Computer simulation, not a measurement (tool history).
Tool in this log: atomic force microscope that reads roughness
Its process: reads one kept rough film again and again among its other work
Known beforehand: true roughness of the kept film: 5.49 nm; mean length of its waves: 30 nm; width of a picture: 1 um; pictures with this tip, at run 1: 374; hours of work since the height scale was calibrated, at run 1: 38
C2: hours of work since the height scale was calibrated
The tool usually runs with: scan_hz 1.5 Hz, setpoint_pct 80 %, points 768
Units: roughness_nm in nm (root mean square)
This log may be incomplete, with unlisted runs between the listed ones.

Run 1, hour 0: usual settings; pictures with this tip 374; C2 38. Result: roughness_nm 2.887 nm (root mean square).
Run 2, hour 4: usual settings but setpoint_pct 76 %; pictures with this tip 377; C2 39. Result: roughness_nm 2.94 nm (root mean square).
At hour 5: new tip fitted.
Run 3, hour 9.6: usual settings but setpoint_pct 76 %, points 505; pictures with this tip 3; C2 42. Result: roughness_nm 4.413 nm (root mean square).
Run 4, hour 17.9: usual settings but setpoint_pct 76 %, points 505; pictures with this tip 10; C2 45. Result: roughness_nm 4.392 nm (root mean square).
Run 5, hour 23.2: usual settings but scan_hz 2.92 Hz; pictures with this tip 14; C2 48. Result: roughness_nm 4.09 nm (root mean square).
Run 6, hour 32.1: usual settings but points 797; pictures with this tip 21; C2 51. Result: roughness_nm 4.283 nm (root mean square).
Run 7, hour 40.3: usual settings; pictures with this tip 27; C2 55. Result: roughness_nm 4.256 nm (root mean square).
Run 8, hour 44.3: usual settings; pictures with this tip 30; C2 57. Result: roughness_nm 4.213 nm (root mean square).
Run 9, hour 49.5: usual settings; pictures with this tip 34; C2 59. Result: roughness_nm 4.182 nm (root mean square).
Run 10, hour 54.9: usual settings; pictures with this tip 39; C2 61. Result: roughness_nm 4.176 nm (root mean square).
Run 11, hour 61.2: usual settings; pictures with this tip 44; C2 64. Result: roughness_nm 4.123 nm (root mean square).
Run 12, hour 66.6: usual settings but points 389; pictures with this tip 48; C2 66. Result: roughness_nm 4.117 nm (root mean square).
Run 13, hour 74.9: usual settings but points 389; pictures with this tip 54; C2 70. Result: roughness_nm 4.086 nm (root mean square).
Run 14, hour 79.6: usual settings but scan_hz 0.8 Hz; pictures with this tip 58; C2 72. Result: roughness_nm 4.172 nm (root mean square).
Run 15, hour 86.7: usual settings but setpoint_pct 75 %; pictures with this tip 63; C2 75. Result: roughness_nm 4.117 nm (root mean square).
Run 16, hour 91.4: usual settings; pictures with this tip 67; C2 77. Result: roughness_nm 4.064 nm (root mean square).
Run 17, hour 98.3: usual settings; pictures with this tip 72; C2 80. Result: roughness_nm 3.985 nm (root mean square).
At hour 100: height scale calibrated on a step standard.
Run 18, hour 108: usual settings but scan_hz 1.12 Hz, setpoint_pct 67 %, points 612; pictures with this tip 79; C2 4. Result: roughness_nm 4.121 nm (root mean square).
Run 19, hour 113.7: usual settings but points 295; pictures with this tip 83; C2 6. Result: roughness_nm 3.913 nm (root mean square).
Run 20, hour 121.1: usual settings but scan_hz 3.2 Hz, setpoint_pct 60 %; pictures with this tip 89; C2 9. Result: roughness_nm 4.005 nm (root mean square).
Run 21, hour 127.8: usual settings but scan_hz 3.2 Hz, setpoint_pct 60 %; pictures with this tip 94; C2 12. Result: roughness_nm 4.003 nm (root mean square).
Run 22, hour 136: usual settings but setpoint_pct 56 %; pictures with this tip 101; C2 16. Result: roughness_nm 4.058 nm (root mean square).
Run 23, hour 139.8: usual settings but points 686; pictures with this tip 104; C2 17. Result: roughness_nm 3.869 nm (root mean square).
At hour 145.2: height scale calibrated on a step standard, once more.
Run 24, hour 146.2: usual settings but scan_hz 1.72 Hz, setpoint_pct 62 %, points 510; pictures with this tip 108; C2 0. Result: roughness_nm 3.948 nm (root mean square).
Run 25, hour 150.8: usual settings but setpoint_pct 67 %, points 272; pictures with this tip 111; C2 2. Result: roughness_nm 3.893 nm (root mean square).
Run 26, hour 156.1: usual settings but scan_hz 2.6 Hz, setpoint_pct 63 %, points 263; pictures with this tip 116; C2 5. Result: roughness_nm 3.814 nm (root mean square).
Run 27, hour 163.1: usual settings but scan_hz 1.93 Hz, setpoint_pct 69 %, points 455; pictures with this tip 121; C2 8. Result: roughness_nm 3.831 nm (root mean square).
Run 28, hour 170.5: usual settings but setpoint_pct 76 %, points 1005; pictures with this tip 127; C2 11. Result: roughness_nm 3.789 nm (root mean square).
Run 29, hour 176.9: usual settings but setpoint_pct 76 %, points 1005; pictures with this tip 132; C2 14. Result: roughness_nm 3.775 nm (root mean square).
Run 30, hour 184.1: usual settings but scan_hz 3.85 Hz, setpoint_pct 77 %, points 581; pictures with this tip 137; C2 17. Result: roughness_nm 3.473 nm (root mean square).
Run 31, hour 192.6: usual settings but scan_hz 3.48 Hz, points 269; pictures with this tip 144; C2 21. Result: roughness_nm 3.362 nm (root mean square).
Run 32, hour 198.3: usual settings but scan_hz 3.48 Hz, setpoint_pct 74 %, points 269; pictures with this tip 148; C2 23. Result: roughness_nm 3.481 nm (root mean square).
Run 33, hour 207: usual settings but scan_hz 3.48 Hz, setpoint_pct 74 %, points 455; pictures with this tip 155; C2 27. Result: roughness_nm 3.501 nm (root mean square).
Run 34, hour 215.3: usual settings but scan_hz 3.48 Hz, setpoint_pct 74 %, points 455; pictures with this tip 162; C2 31. Result: roughness_nm 3.464 nm (root mean square).

Hidden state at the last listed run before each entry between runs and at the first one after, where it differs:
Between runs 2 and 3: new tip fitted (hour 5)
  radius of the tip, nm: 32.8 -> 7.5
  what was measured, less what the result would be without the hidden state, roughness_nm: -1.557 -> -0.046 nm (root mean square)
Between runs 17 and 18: height scale calibrated on a step standard (hour 100)
  radius of the tip, nm: 12.1 -> 12.5; height scale over the true one, %: 0.1 -> 0.14
  what was measured, less what the result would be without the hidden state, roughness_nm: -0.413 -> -0.462 nm (root mean square)
Between runs 23 and 24: height scale calibrated on a step standard, once more (hour 145.2)
  radius of the tip, nm: 14.1 -> 14.3; height scale over the true one, %: 0.15 -> -0.08
  what was measured, less what the result would be without the hidden state, roughness_nm: -0.555 -> -0.595 nm (root mean square)
